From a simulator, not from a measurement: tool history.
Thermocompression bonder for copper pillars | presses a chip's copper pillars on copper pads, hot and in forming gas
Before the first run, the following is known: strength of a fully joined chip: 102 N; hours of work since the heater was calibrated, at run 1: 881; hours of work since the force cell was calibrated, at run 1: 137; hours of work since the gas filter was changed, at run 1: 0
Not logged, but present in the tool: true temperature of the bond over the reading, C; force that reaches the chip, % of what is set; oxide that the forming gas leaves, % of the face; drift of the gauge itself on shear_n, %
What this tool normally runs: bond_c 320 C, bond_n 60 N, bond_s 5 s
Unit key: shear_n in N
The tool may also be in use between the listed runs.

run   hour  bond_c  bond_n  bond_s  hours of work since the heater was calibrated  hours of work since the force cell was calibrated  hours of work since the gas filter was changed  shear_n
  1    0.0     320      60       5                                            881                                                137                                               0     41.3
  2   34.0     320      60       5                                            907                                                163                                              26     40.2
  3   82.6     320      60       5                                            943                                                199                                              62     40.0
  4  123.1     320      60       5                                            974                                                229                                              92     39.2
  5  152.3     320      60       5                                            995                                                251                                             114     39.0
  6  197.9     320      60       3                                           1030                                                286                                             148     31.5
  7  238.1     320      60       3                                           1060                                                316                                             178     31.1
  8  291.0     343      38      10                                           1099                                                355                                             218     48.5
  9  323.0     330      60       5                                           1123                                                379                                             242     40.8
 10  364.3     312      60       7                                           1154                                                410                                             273     38.0

Predict each of these 3 candidate next runs independently; none follows another, all start after run 10:
     405.4  -- forming gas filter changed
  A  414.0     327      60       7                                           1191                                                447                                               6        ?
     405.4  -- forming gas filter changed
  B  414.0     291      47       7                                           1191                                                447                                               6        ?
     405.4  -- forming gas filter changed
  C  414.0     312      60      12                                           1191                                                447                                               6        ?

run  shear_n
  A     48.1
  B     27.1
  C     49.2
Had the tool no hidden state, the same runs would have come out as:
run  shear_n
  A     53.4
  B     31.3
  C     54.8

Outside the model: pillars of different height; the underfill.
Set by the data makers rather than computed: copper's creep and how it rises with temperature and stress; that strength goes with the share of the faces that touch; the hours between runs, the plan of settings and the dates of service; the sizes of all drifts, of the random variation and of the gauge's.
